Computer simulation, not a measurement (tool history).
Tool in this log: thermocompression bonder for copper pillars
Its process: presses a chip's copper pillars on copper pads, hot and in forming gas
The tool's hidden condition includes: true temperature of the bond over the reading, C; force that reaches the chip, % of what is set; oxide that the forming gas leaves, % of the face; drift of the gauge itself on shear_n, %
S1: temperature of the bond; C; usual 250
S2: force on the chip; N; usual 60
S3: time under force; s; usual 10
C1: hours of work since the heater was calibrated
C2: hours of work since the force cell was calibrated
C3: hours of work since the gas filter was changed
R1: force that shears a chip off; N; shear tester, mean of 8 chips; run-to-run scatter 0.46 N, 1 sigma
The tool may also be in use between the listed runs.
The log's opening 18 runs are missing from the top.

run 19 day=14.342 | S1=241 S2=78 S3=10 | C1=799 C2=314 C3=364 | R1=71.9
run 20 day=15.154 | S1=241 S2=78 S3=10 | C1=808 C2=323 C3=373 | R1=71.6
run 21 day=15.95 | S1=277 S2=62 S3=15 | C1=817 C2=332 C3=381 | R1=92
run 22 day=16.508 | S1=230 S2=47 S3=18 | C1=823 C2=338 C3=388 | R1=52.9
run 23 day=17.179 | S1=230 S2=47 S3=18 | C1=831 C2=345 C3=395 | R1=52.5
-- day=18.171 forming gas filter changed
run 24 day=18.171 | S1=223 S2=47 S3=8 | C1=841 C2=356 C3=0 | R1=34.7
run 25 day=18.696 | S1=268 S2=39 S3=8 | C1=847 C2=362 C3=6 | R1=62.4
run 26 day=19.783 | S1=268 S2=55 S3=8 | C1=859 C2=374 C3=18 | R1=75.8
run 27 day=20.504 | S1=243 S2=60 S3=10 | C1=867 C2=382 C3=26 | R1=63.3
run 28 day=21.612 | S1=240 S2=60 S3=10 | C1=880 C2=394 C3=38 | R1=61
run 29 day=22.571 | S1=240 S2=60 S3=10 | C1=890 C2=405 C3=49 | R1=60.7
run 30 day=23.554 | S1=240 S2=48 S3=10 | C1=901 C2=416 C3=60 | R1=51.8
run 31 day=24.075 | S1=229 S2=85 S3=13 | C1=907 C2=422 C3=66 | R1=69.3
run 32 day=24.679 | S1=250 S2=61 S3=9 | C1=914 C2=429 C3=72 | R1=68
run 33 day=25.6 | S1=256 S2=47 S3=9 | C1=924 C2=439 C3=83 | R1=61.5
run 34 day=26.538 | S1=256 S2=47 S3=9 | C1=935 C2=449 C3=93 | R1=62.3

Run 35 is up next; what results do you expect?
run 35 day=27.475 | S1=256 S2=45 S3=9 | C1=945 C2=460 C3=104 | R1=?

R1: 60.6 N
Were there no unlogged condition in the tool, this run, its random variation unchanged, would have produced R1 60.7 N.
